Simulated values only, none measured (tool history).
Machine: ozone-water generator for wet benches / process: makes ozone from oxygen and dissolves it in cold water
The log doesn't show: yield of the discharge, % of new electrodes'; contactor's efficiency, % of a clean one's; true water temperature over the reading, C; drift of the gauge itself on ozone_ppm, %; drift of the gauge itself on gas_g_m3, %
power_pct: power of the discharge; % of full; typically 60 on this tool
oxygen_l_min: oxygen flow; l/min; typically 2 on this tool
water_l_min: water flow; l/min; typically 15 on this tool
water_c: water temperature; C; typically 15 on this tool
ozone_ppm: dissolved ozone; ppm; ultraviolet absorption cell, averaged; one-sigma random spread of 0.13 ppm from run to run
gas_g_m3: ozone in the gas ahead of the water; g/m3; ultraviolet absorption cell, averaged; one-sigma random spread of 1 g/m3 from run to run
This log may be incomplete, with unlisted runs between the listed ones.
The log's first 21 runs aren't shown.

run    hour  power_pct  oxygen_l_min  water_l_min  water_c  hours of work since the electrodes were changed  hours of work since the contactor was cleaned  hours of work since the thermometer was calibrated  ozone_ppm  gas_g_m3
 22  3353.7         51          1.86           17        7                                             7811                                            298                                                 769       12.3     165.5
 23  3571.6         51          1.86           17        7                                             7979                                            466                                                 937       11.9     166.9
 24  3782.7         76             2           11       13                                             8141                                            628                                                1099       22.1       205
 25  3946.5         53          1.75           14       13                                             8267                                            754                                                1225       14.2     178.5
 26  4095.6        100             2           15       15                                             8382                                            869                                                1340       19.3     242.6
 27  4200.7         60             2           11        8                                             8463                                            950                                                1421       19.7     178.5
 28  4421.3         60          1.72           11        8                                             8632                                           1119                                                1590       19.4     195.8
 29  4567.2         71          1.97           11       15                                             8745                                           1231                                                1702       20.7     198.5
 30  4765.7         69          3.02           23       15                                             8897                                           1384                                                1855         11     151.9
 31  4894.4         69          3.02           23       15                                             8996                                           1483                                                1954         11     152.5
 32  5025.3         60             2           14       15                                             9097                                           1584                                                2055       15.1       178
 33  5131.4         53          3.32           19       12                                             9178                                           1665                                                2136       11.7     123.5

Forecast each of these 4 alternatives for the next run:
  A  5325.9         57           1.7           15       16                                             9328                                           1815                                                2286          ?         ?
  B  5325.9         66          3.32           16        7                                             9328                                           1815                                                2286          ?         ?
  C  5325.9         60             2           15       13                                             9328                                           1815                                                2286          ?         ?
  D  5325.9         60             2           15       11                                             9328                                           1815                                                2286          ?         ?

run  ozone_ppm  gas_g_m3
  A       13.3     188.8
  B       16.3     139.2
  C       14.7     177.4
  D       14.7     176.8
Had the tool no hidden state, the same runs would have come out as:
run  ozone_ppm  gas_g_m3
  A       13.3       185
  B       16.3     136.4
  C       14.7     173.8
  D       14.8     173.3
